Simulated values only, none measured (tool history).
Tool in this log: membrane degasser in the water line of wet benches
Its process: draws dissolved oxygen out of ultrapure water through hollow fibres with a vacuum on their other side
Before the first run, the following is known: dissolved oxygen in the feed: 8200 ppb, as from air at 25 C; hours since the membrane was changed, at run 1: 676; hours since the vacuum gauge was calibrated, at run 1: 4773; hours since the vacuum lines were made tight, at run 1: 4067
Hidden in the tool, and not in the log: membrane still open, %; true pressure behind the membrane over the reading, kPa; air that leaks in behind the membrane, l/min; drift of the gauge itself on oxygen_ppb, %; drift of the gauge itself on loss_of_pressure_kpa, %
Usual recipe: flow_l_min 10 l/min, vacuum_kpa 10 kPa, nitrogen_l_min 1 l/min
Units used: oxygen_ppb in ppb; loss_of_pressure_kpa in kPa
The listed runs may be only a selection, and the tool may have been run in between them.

run	hour	flow_l_min	vacuum_kpa	nitrogen_l_min	hours since the membrane was changed	hours since the vacuum gauge was calibrated	hours since the vacuum lines were made tight	oxygen_ppb	loss_of_pressure_kpa
1	0	10	10	1	676	4773	4067	194.7	33.59
2	51.2	10	10	1	727	4825	4118	194.8	34.19
3	147.5	10	10	1	824	4921	4214	196.9	33.78
4	230.9	10	10	1	907	5004	4298	196.5	33.92
5	332.1	10	11.9	1	1008	5105	4399	240.4	33.93
6	433	10	11.9	1	1109	5206	4500	245.2	33.88
7	505.5	10	11.9	1	1182	5279	4572	240.3	33.91
8	582.1	9	10	2.52	1258	5355	4649	84.1	30.51
9	629.8	9	10	2.52	1306	5403	4697	84.6	30.21
10	706.1	6	10	0.79	1382	5479	4773	146.8	20.32
11	763.1	10	10	2.04	1439	5536	4830	113.9	33.93
12	868.7	10	10	2.04	1545	5642	4936	113.8	34.07
13	915.4	10	10	2.04	1592	5689	4982	114	34

Branching from run 13: 3 alternative next runs. What would each branch give?
A	1007.7	10	9.1	0.99	1684	5781	5075	?	?
B	1007.7	10	7.7	1	1684	5781	5075	?	?
C	1007.7	12	15	0.63	1684	5781	5075	?	?

run	oxygen_ppb	loss_of_pressure_kpa
A	178.5	34.12
B	146	33.99
C	537.2	40.93
Without the tool's hidden state the same runs would have given:
run	oxygen_ppb	loss_of_pressure_kpa
A	158.9	33.68
B	127.2	33.55
C	504	40.4
